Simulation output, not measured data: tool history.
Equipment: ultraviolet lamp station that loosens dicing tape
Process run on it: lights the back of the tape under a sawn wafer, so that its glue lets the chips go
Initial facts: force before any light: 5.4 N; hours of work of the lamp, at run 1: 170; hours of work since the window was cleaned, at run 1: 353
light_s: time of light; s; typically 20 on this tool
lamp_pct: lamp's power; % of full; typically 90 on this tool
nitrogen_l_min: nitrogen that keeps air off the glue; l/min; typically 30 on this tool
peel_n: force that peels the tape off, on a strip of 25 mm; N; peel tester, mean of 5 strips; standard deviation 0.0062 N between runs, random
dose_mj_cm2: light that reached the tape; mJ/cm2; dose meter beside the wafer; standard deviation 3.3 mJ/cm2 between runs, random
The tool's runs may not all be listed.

run	day	light_s	lamp_pct	nitrogen_l_min	hours of work of the lamp	hours of work since the window was cleaned	peel_n	dose_mj_cm2
1	0.000	20	90	30	170	353	0.224	430
2	0.158	20	90	30	172	355	0.217	426
3	0.525	20	73	30	177	360	0.298	342
4	0.888	20	73	30	181	364	0.297	344
5	1.125	24	90	30	184	367	0.188	499
6	1.283	24	90	43	186	370	0.173	509
7	1.550	24	90	43	190	373	0.176	503
8	1.846	24	90	43	194	377	0.179	507
9	2.179	20	90	30	198	381	0.237	414
10	2.500	20	90	30	202	385	0.227	416
11	2.671	20	76	30	204	388	0.292	351
12	2.962	20	61	32	208	391	0.432	282
13	3.312	31	96	13	213	396	0.198	688
14	3.642	26	90	50	217	400	0.162	534
15	3.996	20	92	11	221	405	0.457	423
# day 4.050: window cleaned of glue's vapour
16	4.354	20	96	26	226	4	0.243	431
17	4.692	20	62	30	230	8	0.473	275
18	5.012	34	66	15	234	12	0.274	496
# day 5.188: window cleaned of glue's vapour, once more
19	5.208	20	67	30	237	0	0.317	337
20	5.421	21	82	30	239	3	0.229	432
21	5.654	18	62	14	242	6	0.797	279
22	5.979	18	62	14	247	10	0.809	282

What if the next run were any one of these 3? Each begins from the tool's condition after run 22:
A	6.304	18	99	14	251	14	?	?
B	6.304	18	92	36	251	14	?	?
C	6.304	18	85	14	251	14	?	?

run	peel_n	dose_mj_cm2
A	0.347	449
B	0.208	406
C	0.468	379
With the hidden condition removed and each run's random variation left untouched, the same runs would have given:
run	peel_n	dose_mj_cm2
A	0.269	521
B	0.181	472
C	0.356	441
